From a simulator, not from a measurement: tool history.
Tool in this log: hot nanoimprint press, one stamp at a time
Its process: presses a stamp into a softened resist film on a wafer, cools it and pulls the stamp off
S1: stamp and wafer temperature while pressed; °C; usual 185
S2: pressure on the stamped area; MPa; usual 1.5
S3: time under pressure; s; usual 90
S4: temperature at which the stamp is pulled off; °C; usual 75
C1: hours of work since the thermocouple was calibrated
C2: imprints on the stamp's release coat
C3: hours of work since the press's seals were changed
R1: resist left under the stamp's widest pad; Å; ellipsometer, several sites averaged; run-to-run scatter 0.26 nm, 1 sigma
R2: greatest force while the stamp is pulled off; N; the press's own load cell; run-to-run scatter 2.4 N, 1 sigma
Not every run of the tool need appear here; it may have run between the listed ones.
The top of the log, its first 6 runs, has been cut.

run	day	S1	S2	S3	S4	C1	C2	C3	R1	R2
7	1.788	185	1.86	90	75	51	771	275	995	132
8	2.112	185	1.86	146	75	56	807	280	841	133
9	2.525	185	1.86	146	75	63	853	287	835	134
10	2.921	185	1.86	146	75	69	897	293	837	133
11	3.179	185	1.86	146	75	74	926	298	836	135
12	3.488	185	1.5	102	75	79	961	303	1046	136
13	3.908	185	1.5	102	75	86	1008	310	1046	140
14	4.133	185	1.5	90	75	89	1033	313	1090	137
# day 4.288: plate thermocouple calibrated
15	4.488	185	1.5	90	75	3	1059	317	1073	140
16	4.712	188	1.5	51	83	7	1084	321	1156	113
17	5.112	188	1.5	51	83	14	1129	327	1160	112
18	5.483	195	1.5	52	71	20	1170	333	900	160
# day 5.804: plate thermocouple calibrated, once more
19	5.875	192	1.6	90	82	1	1200	338	818	120
20	6.15	192	1.6	90	82	6	1231	342	813	124
21	6.429	192	1.6	90	82	10	1262	347	811	121
22	6.804	192	1.6	100	70	16	1304	353	784	166
23	7.242	192	1.6	100	70	24	1353	360	783	162
# day 7.717: stamp cleaned and given a new release coat
24	7.917	185	1.5	90	63	31	22	367	1104	137
25	8.388	185	1.5	90	63	38	75	375	1100	139
26	8.704	175	1.83	58	63	44	111	380	1578	137
27	9.112	196	2.27	58	73	50	156	387	681	111
28	9.558	196	2.07	105	73	58	206	394	569	117
29	9.975	185	1.59	90	80	64	253	401	1071	105
30	10.379	188	0.97	168	63	71	298	408	966	145

Forecast each of these 4 alternatives for the next run:
A	10.808	185	1.5	90	69	78	346	415	?	?
B	10.808	195	0.97	62	63	78	346	415	?	?
C	10.808	175	1.06	90	68	78	346	415	?	?
D	10.808	192	1.89	168	63	78	346	415	?	?

run	R1	R2
A	1096	135
B	1052	147
C	1656	138
D	580	150
What these runs would have given with no unlogged condition in the tool:
run	R1	R2
A	1105	124
B	1062	136
C	1668	127
D	583	138
